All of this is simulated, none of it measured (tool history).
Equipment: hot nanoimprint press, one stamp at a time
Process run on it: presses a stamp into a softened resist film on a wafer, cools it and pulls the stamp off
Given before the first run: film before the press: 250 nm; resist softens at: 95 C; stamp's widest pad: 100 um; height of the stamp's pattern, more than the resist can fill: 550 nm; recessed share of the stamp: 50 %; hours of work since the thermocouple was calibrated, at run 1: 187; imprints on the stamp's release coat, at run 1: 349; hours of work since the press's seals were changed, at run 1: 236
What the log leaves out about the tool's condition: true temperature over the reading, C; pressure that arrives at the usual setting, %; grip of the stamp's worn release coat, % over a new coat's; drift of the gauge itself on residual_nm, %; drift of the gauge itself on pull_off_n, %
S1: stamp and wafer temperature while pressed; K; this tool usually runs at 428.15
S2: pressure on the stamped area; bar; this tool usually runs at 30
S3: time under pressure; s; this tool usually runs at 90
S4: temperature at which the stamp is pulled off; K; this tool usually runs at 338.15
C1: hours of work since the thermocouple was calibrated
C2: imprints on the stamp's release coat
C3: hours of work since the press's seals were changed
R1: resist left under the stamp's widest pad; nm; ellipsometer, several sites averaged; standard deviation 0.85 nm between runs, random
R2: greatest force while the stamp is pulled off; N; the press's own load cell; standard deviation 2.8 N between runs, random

run	hour	S1	S2	S3	S4	C1	C2	C3	R1	R2
1	0	428.15	30	90	338.15	187	349	236	149.9	143
2	9.6	428.15	30	90	338.15	193	376	242	149.5	137
3	17.4	428.15	30	90	323.15	197	397	246	148.1	208
4	26	428.15	30	90	323.15	203	421	252	149.7	203
5	31.7	428.15	30	90	323.15	206	436	255	148.5	206
6	38	428.15	30	90	328.15	210	454	259	149.3	182
7	48.9	428.15	30	90	328.15	217	483	266	150.1	191
8	60	428.15	18.5	90	338.15	224	514	273	184.3	146
9	73.2	428.15	30	176	338.15	232	550	281	123.3	153
# hour 77.1: plate thermocouple calibrated
10	82	428.15	30	176	338.15	3	566	284	124.5	152
11	92.9	428.15	30	114	338.15	10	596	291	142.5	154
12	100.2	429.15	30	90	340.15	14	616	296	145.2	150
13	111.4	428.15	44.7	65	337.15	21	646	302	135.6	157
14	122.4	422.15	41.3	106	332.15	28	677	309	156.9	183
# hour 132.4: plate thermocouple calibrated, once more
15	134.2	428.15	30	90	324.15	1	701	315	148.3	216

What does the tool deliver on the next run?
16	146.1	428.15	30	134	338.15	8	733	322	?	?

{"run 16": {"R1": 132.3, "R2": 157}}
Take away the tool's hidden state, keep the run-to-run variation as it was, and the same run would have given R1 131 nm, R2 131 N.

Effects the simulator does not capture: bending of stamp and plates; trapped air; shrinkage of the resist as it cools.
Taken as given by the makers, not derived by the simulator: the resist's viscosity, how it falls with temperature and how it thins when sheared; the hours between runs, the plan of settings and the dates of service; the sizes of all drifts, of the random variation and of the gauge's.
